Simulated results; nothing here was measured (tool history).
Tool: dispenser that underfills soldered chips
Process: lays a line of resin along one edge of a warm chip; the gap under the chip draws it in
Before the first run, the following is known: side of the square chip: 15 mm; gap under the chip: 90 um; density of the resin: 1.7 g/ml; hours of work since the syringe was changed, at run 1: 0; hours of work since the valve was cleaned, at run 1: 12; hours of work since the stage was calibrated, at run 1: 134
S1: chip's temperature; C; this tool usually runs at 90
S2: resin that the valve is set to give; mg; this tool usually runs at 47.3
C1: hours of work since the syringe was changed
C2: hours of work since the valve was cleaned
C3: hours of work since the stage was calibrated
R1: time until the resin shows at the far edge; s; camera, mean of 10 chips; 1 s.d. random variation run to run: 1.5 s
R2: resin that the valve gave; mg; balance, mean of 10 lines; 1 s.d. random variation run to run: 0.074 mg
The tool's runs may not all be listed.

Run 1, hour 0.0: usual settings; C1 0; C2 12; C3 134. Result: R1 147.4 s, R2 47.04 mg.
Run 2, hour 4.0: usual settings; C1 3; C2 15; C3 137. Result: R1 160.6 s, R2 47.06 mg.
At hour 8.9: new syringe of resin.
Run 3, hour 9.5: usual settings but S1 101 C; C1 0; C2 18; C3 140. Result: R1 109.1 s, R2 46.91 mg.
Run 4, hour 14.7: usual settings but S1 101 C; C1 4; C2 22; C3 144. Result: R1 121.9 s, R2 47.03 mg.
Run 5, hour 17.6: usual settings but S1 101 C; C1 6; C2 24; C3 145. Result: R1 127.1 s, R2 47.04 mg.
At hour 18.9: new syringe of resin.
Run 6, hour 22.5: usual settings but S1 101 C; C1 2; C2 26; C3 148. Result: R1 116.6 s, R2 46.86 mg.
Run 7, hour 26.5: usual settings; C1 5; C2 29; C3 151. Result: R1 172.1 s, R2 46.93 mg.
At hour 28.9: new syringe of resin.
Run 8, hour 31.6: usual settings; C1 2; C2 32; C3 154. Result: R1 158.5 s, R2 46.71 mg.
Run 9, hour 37.4: usual settings; C1 6; C2 36; C3 158. Result: R1 182.0 s, R2 46.74 mg.
At hour 38.6: new syringe of resin.
Run 10, hour 43.6: usual settings; C1 3; C2 40; C3 162. Result: R1 164.7 s, R2 46.53 mg.
At hour 48.4: new syringe of resin.
Run 11, hour 49.0: usual settings but S2 61.5 mg; C1 0; C2 43; C3 165. Result: R1 144.5 s, R2 60.63 mg.
Run 12, hour 55.3: usual settings but S2 61.5 mg; C1 4; C2 47; C3 169. Result: R1 167.6 s, R2 60.38 mg.
At hour 58.2: new syringe of resin.
Run 13, hour 58.2: usual settings but S2 61.5 mg; C1 0; C2 49; C3 171. Result: R1 139.6 s, R2 60.63 mg.
Run 14, hour 63.4: usual settings but S2 61.5 mg; C1 3; C2 52; C3 174. Result: R1 159.0 s, R2 60.43 mg.
At hour 68.1: new syringe of resin.
Run 15, hour 68.8: usual settings but S2 61.5 mg; C1 0; C2 55; C3 177. Result: R1 144.1 s, R2 60.47 mg.
Run 16, hour 73.8: usual settings but S1 89 C, S2 61.5 mg; C1 4; C2 59; C3 181. Result: R1 168.5 s, R2 60.28 mg.
At hour 77.8: new syringe of resin.
Run 17, hour 79.6: usual settings; C1 1; C2 62; C3 184. Result: R1 157.1 s, R2 46.40 mg.
Run 18, hour 84.0: usual settings; C1 4; C2 65; C3 187. Result: R1 172.0 s, R2 46.21 mg.
At hour 87.5: new syringe of resin.
Run 19, hour 90.2: usual settings; C1 2; C2 69; C3 191. Result: R1 160.6 s, R2 46.33 mg.
At hour 95.2: dispensing valve cleaned and set on the balance.
Run 20, hour 96.4: usual settings; C1 5; C2 1; C3 194. Result: R1 178.6 s, R2 47.21 mg.
At hour 98.4: new syringe of resin.
Run 21, hour 101.4: usual settings but S1 93 C, S2 48.3 mg; C1 2; C2 4; C3 197. Result: R1 145.9 s, R2 48.07 mg.
Run 22, hour 105.7: usual settings but S1 84 C, S2 55.2 mg; C1 5; C2 7; C3 200. Result: R1 205.7 s, R2 55.08 mg.
At hour 108.1: new syringe of resin.
Run 23, hour 108.6: usual settings but S1 89 C, S2 59.8 mg; C1 0; C2 8; C3 202. Result: R1 151.7 s, R2 59.57 mg.
Run 24, hour 113.5: usual settings but S1 75 C, S2 49.9 mg; C1 4; C2 11; C3 205. Result: R1 263.2 s, R2 49.65 mg.
At hour 117.8: new syringe of resin.
Run 25, hour 119.1: usual settings but S1 78 C, S2 56.6 mg; C1 1; C2 15; C3 208. Result: R1 214.8 s, R2 56.23 mg.
Run 26, hour 125.3: usual settings but S1 79 C, S2 54.7 mg; C1 5; C2 19; C3 212. Result: R1 240.0 s, R2 54.52 mg.
At hour 127.4: new syringe of resin.
Run 27, hour 129.5: usual settings but S1 86 C, S2 52.8 mg; C1 1; C2 21; C3 215. Result: R1 171.6 s, R2 52.45 mg.
Run 28, hour 133.6: usual settings but S1 86 C, S2 52.8 mg; C1 4; C2 24; C3 217. Result: R1 185.3 s, R2 52.49 mg.
At hour 137.3: new syringe of resin.
Run 29, hour 139.0: usual settings but S1 101 C; C1 1; C2 27; C3 221. Result: R1 111.3 s, R2 47.01 mg.
Run 30, hour 144.0: usual settings but S1 101 C; C1 4; C2 31; C3 224. Result: R1 127.1 s, R2 46.95 mg.
At hour 146.9: new syringe of resin.
Run 31, hour 147.1: usual settings but S1 101 C, S2 47.5 mg; C1 0; C2 32; C3 226. Result: R1 106.9 s, R2 47.02 mg.
Run 32, hour 153.0: usual settings but S1 83 C, S2 41.3 mg; C1 4; C2 36; C3 229. Result: R1 221.6 s, R2 40.88 mg.
At hour 156.8: new syringe of resin.
Run 33, hour 156.9: usual settings but S1 83 C, S2 41.3 mg; C1 0; C2 38; C3 232. Result: R1 194.7 s, R2 40.84 mg.
Run 34, hour 161.0: usual settings but S1 94 C, S2 61.0 mg; C1 3; C2 41; C3 234. Result: R1 144.2 s, R2 60.33 mg.
At hour 166.5: new syringe of resin.
Run 35, hour 166.7: usual settings but S1 80 C, S2 46.0 mg; C1 0; C2 45; C3 238. Result: R1 205.9 s, R2 45.31 mg.
Run 36, hour 170.0: usual settings but S1 96 C, S2 48.2 mg; C1 2; C2 47; C3 240. Result: R1 135.9 s, R2 47.47 mg.

Measured result minus the same run's result without the hidden state. Both carry the same run-to-run variation, though not necessarily the same gauge scatter:
Hidden state present: resin's viscosity, % of fresh resin's; dose that the valve gives, % of what is set; true chip temperature over the reading, C; drift of the gauge itself on fill_s, %; drift of the gauge itself on given_mg, %.
run     R1     R2
  1   +4.6  -0.22
  2  +18.5  -0.26
  3   +3.4  -0.30
  4  +16.9  -0.35
  5  +24.7  -0.38
  6  +11.0  -0.42
  7  +29.9  -0.46
  8  +14.4  -0.51
  9  +37.0  -0.56
 10  +21.8  -0.62
 11   +5.5  -0.87
 12  +27.8  -0.95
 13   +3.0  -0.97
 14  +20.4  -1.04
 15   +6.9  -1.11
 16  +25.2  -1.16
 17  +13.7  -0.94
 18  +30.0  -0.98
 19  +17.6  -1.04
 20  +36.3  -0.01
 21  +16.1  -0.05
 22  +39.9  -0.10
 23   +7.9  -0.14
 24  +40.4  -0.17
 25  +13.8  -0.26
 26  +44.6  -0.31
 27  +13.6  -0.35
 28  +29.8  -0.39
 29   +7.5  -0.39
 30  +21.4  -0.45
 31   +3.7  -0.47
 32  +35.3  -0.47
 33  +11.3  -0.50
 34  +19.5  -0.79
 35  +11.7  -0.64
 36  +16.5  -0.70
